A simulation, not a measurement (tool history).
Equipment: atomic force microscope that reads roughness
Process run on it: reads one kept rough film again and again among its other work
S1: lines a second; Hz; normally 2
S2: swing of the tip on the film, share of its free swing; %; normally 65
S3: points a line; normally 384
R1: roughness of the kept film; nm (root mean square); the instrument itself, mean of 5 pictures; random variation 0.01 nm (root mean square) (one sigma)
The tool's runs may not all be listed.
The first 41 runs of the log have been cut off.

run	day	S1	S2	S3	R1
42	24.633	0.59	70	357	2.445
# day 24.8: height scale calibrated on a step standard, once more
43	25.271	3.97	85	301	1.833
44	25.658	1.09	57	384	2.45
45	26.2	1.3	79	708	2.286
46	26.9	1.3	79	708	2.27
47	27.446	3.63	71	647	2.148
48	28.046	3.63	71	647	2.121
49	28.779	0.88	67	728	2.394
# day 29.529: new tip fitted
50	29.625	2	58	489	2.444

Branching from run 50: 5 alternative next runs. What would each branch give?
A	30.104	0.61	75	384	?
B	30.104	3.33	80	933	?
C	30.104	2	73	489	?
D	30.104	0.85	65	914	?
E	30.104	2	56	485	?

run	R1
A	2.438
B	2.042
C	2.304
D	2.468
E	2.444
Had the tool no hidden state, the same runs would have come out as:
run	R1
A	2.45
B	2.052
C	2.315
D	2.48
E	2.456
